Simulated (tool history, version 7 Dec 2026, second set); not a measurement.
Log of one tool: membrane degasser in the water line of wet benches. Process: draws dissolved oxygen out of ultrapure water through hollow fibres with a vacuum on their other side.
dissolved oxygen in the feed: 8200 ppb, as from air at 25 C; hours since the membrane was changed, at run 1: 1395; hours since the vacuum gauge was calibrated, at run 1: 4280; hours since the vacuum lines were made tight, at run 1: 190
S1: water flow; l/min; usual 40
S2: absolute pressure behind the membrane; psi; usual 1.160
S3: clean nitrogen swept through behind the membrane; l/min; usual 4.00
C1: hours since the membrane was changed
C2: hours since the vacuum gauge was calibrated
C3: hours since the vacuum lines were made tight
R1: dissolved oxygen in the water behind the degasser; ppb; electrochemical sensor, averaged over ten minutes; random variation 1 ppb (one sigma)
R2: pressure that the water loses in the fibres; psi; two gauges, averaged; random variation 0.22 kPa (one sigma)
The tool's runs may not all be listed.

run,hour,S1,S2,S3,C1,C2,C3,R1,R2
1,0.0,40,1.160,4.00,1395,4280,190,115.4,7.484
# hour 225.8: vacuum gauge calibrated
2,227.5,40,1.160,4.00,1622,2,417,114.2,7.467
3,438.7,40,1.160,4.00,1833,213,629,114.7,7.482
4,572.9,40,1.160,4.00,1967,347,763,113.7,7.417
5,722.0,40,1.160,4.00,2116,496,912,113.1,7.481
6,1029.6,40,1.160,4.00,2424,804,1220,114.1,7.538
7,1283.8,40,1.160,4.00,2678,1058,1474,113.9,7.510
8,1411.9,40,1.160,4.00,2806,1186,1602,112.4,7.512
9,1643.2,40,1.160,4.00,3037,1417,1833,113.0,7.494
10,1919.2,40,1.160,4.00,3313,1693,2109,113.7,7.542
11,2059.8,40,1.160,4.00,3454,1834,2250,113.9,7.506
12,2285.0,40,1.160,4.00,3679,2059,2475,112.7,7.532
13,2498.4,40,1.160,4.00,3893,2273,2688,114.4,7.535
14,2752.7,25,1.160,4.00,4147,2527,2943,72.5,4.728
15,2941.8,40,2.434,4.00,4336,2716,3132,310.6,7.538
16,3192.4,40,2.434,4.00,4587,2967,3382,308.8,7.575
17,3426.3,40,2.434,4.00,4821,3201,3616,311.3,7.517
18,3696.1,50,1.160,4.00,5090,3470,3886,141.4,9.398
19,3926.8,61,1.160,4.00,5321,3701,4117,173.6,11.523
20,4153.8,31,1.160,6.99,5548,3928,4344,52.2,5.854
21,4418.0,40,1.675,4.00,5812,4192,4608,190.8,7.517
22,4566.7,34,1.141,8.66,5961,4341,4757,46.5,6.437
# hour 4721.0: vacuum gauge calibrated
23,4853.7,34,1.141,8.66,6247,133,5043,46.6,6.428
24,5105.2,34,1.141,8.66,6499,384,5295,45.4,6.440
25,5368.1,54,1.141,7.03,6762,647,5558,90.9,10.277
26,5667.5,56,1.426,4.00,7061,947,5857,211.7,10.615
27,5959.4,38,0.992,11.46,7353,1238,6149,31.1,7.258
28,6150.5,62,1.590,4.00,7544,1430,6340,278.0,11.812
29,6425.8,47,1.002,4.61,7820,1705,6615,91.0,8.968
30,6650.4,47,1.002,4.61,8044,1929,6840,91.5,8.981
31,6878.2,40,0.928,9.05,8272,2157,7068,36.4,7.641
32,7055.9,25,1.105,4.00,8450,2335,7245,67.1,4.783

Forecast each of these 3 alternatives for the next run:
A,7274.2,47,1.231,1.62,8668,2553,7464,?,?
B,7274.2,63,0.780,9.34,8668,2553,7464,?,?
C,7274.2,25,0.883,11.21,8668,2553,7464,?,?

run,R1,R2
A,323.7,8.968
B,43.7,12.000
C,16.2,4.799
Without the tool's hidden state the same runs would have given:
run,R1,R2
A,323.3,8.769
B,43.6,11.735
C,16.2,4.693
